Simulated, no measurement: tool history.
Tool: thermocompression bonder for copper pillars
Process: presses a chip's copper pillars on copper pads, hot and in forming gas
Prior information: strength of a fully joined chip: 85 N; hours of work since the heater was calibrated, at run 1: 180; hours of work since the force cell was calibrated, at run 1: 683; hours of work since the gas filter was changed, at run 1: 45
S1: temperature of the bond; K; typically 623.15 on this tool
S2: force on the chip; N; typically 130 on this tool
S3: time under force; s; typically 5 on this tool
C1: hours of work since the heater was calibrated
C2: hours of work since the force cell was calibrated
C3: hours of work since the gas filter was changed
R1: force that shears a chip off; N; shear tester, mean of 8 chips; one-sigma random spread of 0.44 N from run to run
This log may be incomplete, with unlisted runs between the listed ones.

run  hour      S1   S2  S3   C1   C2  C3    R1
  1   0.0  623.15  130   5  180  683  45  44.5
  2   7.8  610.15  130   5  184  687  49  40.7
  3  15.8  610.15  193   5  188  691  53  55.3
  4  22.2  623.15  130   5  191  693  55  45.2
  5  30.8  623.15  130   5  194  697  59  44.3
  6  39.7  623.15  130   5  198  701  63  44.9
  7  49.9  612.15  130   7  203  706  68  45.9
  8  56.6  606.15   87   8  206  709  71  31.5
  9  66.2  602.15  137   3  210  713  75  32.8
 10  76.0  602.15  137   7  215  718  80  45.4
 11  86.3  602.15  137   7  219  722  84  45.1

Table of differences, measured result less the result of that run with no hidden state. Run-to-run variation is the same in both. Gauge scatter possibly is not:
The hidden state here: true temperature of the bond over the reading, C; force that reaches the chip, % of what is set; oxide that the forming gas leaves, % of the face; drift of the gauge itself on shear_n, %.
run    R1
  1  +1.6
  2  +1.5
  3  +1.6
  4  +1.6
  5  +1.6
  6  +1.5
  7  +1.5
  8  +1.3
  9  +1.3
 10  +1.5
 11  +1.4
